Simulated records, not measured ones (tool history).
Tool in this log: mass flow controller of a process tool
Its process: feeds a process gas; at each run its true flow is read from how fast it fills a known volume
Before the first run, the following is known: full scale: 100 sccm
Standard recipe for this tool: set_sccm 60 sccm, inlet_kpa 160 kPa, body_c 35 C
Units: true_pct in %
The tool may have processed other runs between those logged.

| run | hour | set_sccm | inlet_kpa | body_c | true_pct |
|---|---|---|---|---|---|
| 1 | 0.0 | 60 | 160 | 35 | 99.61 |
| 2 | 75.3 | 60 | 160 | 35 | 99.51 |
| 3 | 196.9 | 60 | 160 | 35 | 99.38 |
| 4 | 333.2 | 15 | 160 | 35 | 96.87 |
| 5 | 468.0 | 15 | 160 | 35 | 96.77 |
| 6 | 543.3 | 15 | 160 | 35 | 96.84 |
| 7 | 651.5 | 15 | 160 | 35 | 96.74 |
| 8 | 759.6 | 60 | 160 | 35 | 99.29 |
| 9 | 848.9 | 60 | 160 | 35 | 99.24 |
| 10 | 958.8 | 60 | 160 | 35 | 99.28 |
| 11 | 1114.0 | 60 | 160 | 35 | 99.05 |
| 12 | 1222.0 | 60 | 160 | 35 | 99.12 |
| 13 | 1363.0 | 60 | 160 | 35 | 99.14 |
| 14 | 1503.8 | 60 | 160 | 35 | 98.87 |
| 15 | 1575.2 | 60 | 160 | 35 | 98.98 |
|  | 1589.9 | controller's zero set anew |
| 16 | 1676.3 | 60 | 160 | 35 | 98.74 |
| 17 | 1823.5 | 88 | 158 | 35 | 99.79 |
| 18 | 1917.9 | 88 | 158 | 29 | 98.93 |
| 19 | 2012.1 | 60 | 203 | 32 | 98.03 |
| 20 | 2116.3 | 60 | 245 | 28 | 97.31 |
| 21 | 2250.1 | 11 | 165 | 28 | 92.86 |
| 22 | 2352.6 | 71 | 197 | 28 | 97.94 |
|  | 2365.2 | controller's zero set anew, once more |
| 23 | 2492.3 | 24 | 194 | 28 | 97.35 |
| 24 | 2573.9 | 16 | 176 | 23 | 96.56 |
| 25 | 2649.9 | 60 | 223 | 35 | 98.95 |
| 26 | 2799.4 | 60 | 165 | 35 | 99.27 |
| 27 | 2917.0 | 14 | 221 | 35 | 97.30 |
| 28 | 2998.0 | 60 | 189 | 21 | 97.23 |
| 29 | 3141.2 | 31 | 233 | 35 | 97.80 |
| 30 | 3237.4 | 26 | 171 | 38 | 98.37 |

Per-run results on a tool with no hidden state, each run keeping its own random variation:
The tool's hidden condition here consists of: flow at rest that the sensor doesn't see, % of full scale; true flow over the shown one, %; drift of the gauge itself on true_pct, %.
| run | true_pct |
|---|---|
| 1 | 100.58 |
| 2 | 100.50 |
| 3 | 100.41 |
| 4 | 99.25 |
| 5 | 99.26 |
| 6 | 99.38 |
| 7 | 99.36 |
| 8 | 100.51 |
| 9 | 100.49 |
| 10 | 100.56 |
| 11 | 100.38 |
| 12 | 100.49 |
| 13 | 100.55 |
| 14 | 100.33 |
| 15 | 100.47 |
| 16 | 100.41 |
| 17 | 101.26 |
| 18 | 100.43 |
| 19 | 99.81 |
| 20 | 99.12 |
| 21 | 98.43 |
| 22 | 99.70 |
| 23 | 98.52 |
| 24 | 97.85 |
| 25 | 100.10 |
| 26 | 100.48 |
| 27 | 98.89 |
| 28 | 98.51 |
| 29 | 99.25 |
| 30 | 99.91 |

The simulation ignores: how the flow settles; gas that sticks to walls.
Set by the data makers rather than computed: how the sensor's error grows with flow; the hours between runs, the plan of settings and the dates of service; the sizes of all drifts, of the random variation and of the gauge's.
